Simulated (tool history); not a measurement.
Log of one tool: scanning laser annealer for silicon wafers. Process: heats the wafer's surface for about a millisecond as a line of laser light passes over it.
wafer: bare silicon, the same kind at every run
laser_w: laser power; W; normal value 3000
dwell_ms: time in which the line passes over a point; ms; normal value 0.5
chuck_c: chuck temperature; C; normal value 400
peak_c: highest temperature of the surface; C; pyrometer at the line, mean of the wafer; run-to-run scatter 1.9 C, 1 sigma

run   hour  laser_w  dwell_ms  chuck_c  peak_c
  1      0     3000       0.5      400    1090
  2   55.4     3000       0.5      400    1085
  3  105.5     3000       0.5      400    1084
  4  147.2     3000       0.5      400    1081
  5  210.4     3000       0.5      400    1076
     244.5  -- window over the wafer cleaned
  6  280.6     3055       0.5      400    1140
  7  340.5     3055       0.5      434    1174
  8  413.8     3235     0.512      407    1212
  9  448.3     2579     0.362      367     859
 10  524.2     3064     0.564      416    1193
 11  602.9     3251     0.423      416    1127
 12  656.5     3251     0.423      416    1129
 13  706.8     3000     0.505      373    1078
 14  770.9     3000     0.505      373    1073

Some steps in peak_c, run to run, broken into two amounts with sign: the step expected even without the hidden condition (settings, incoming material, random variation), and the rest, left for the hidden condition together with whatever gauge scatter is not in both the measured and the hidden-condition-free result:
The hidden state here: light that passes the window, % of a clean one's; laser's true power over the reading, %; width of the line over the set one, %; drift of the gauge itself on peak_c, C.
Run 5 -> 6: laser_w 3000 -> 3055, window over the wafer cleaned. peak_c +64 C: hidden state +48, all else +16.
Run 8 -> 9: laser_w 3235 -> 2579, dwell_ms 0.512 -> 0.362, chuck_c 407 -> 367. peak_c -353 C: hidden state +8, all else -361.

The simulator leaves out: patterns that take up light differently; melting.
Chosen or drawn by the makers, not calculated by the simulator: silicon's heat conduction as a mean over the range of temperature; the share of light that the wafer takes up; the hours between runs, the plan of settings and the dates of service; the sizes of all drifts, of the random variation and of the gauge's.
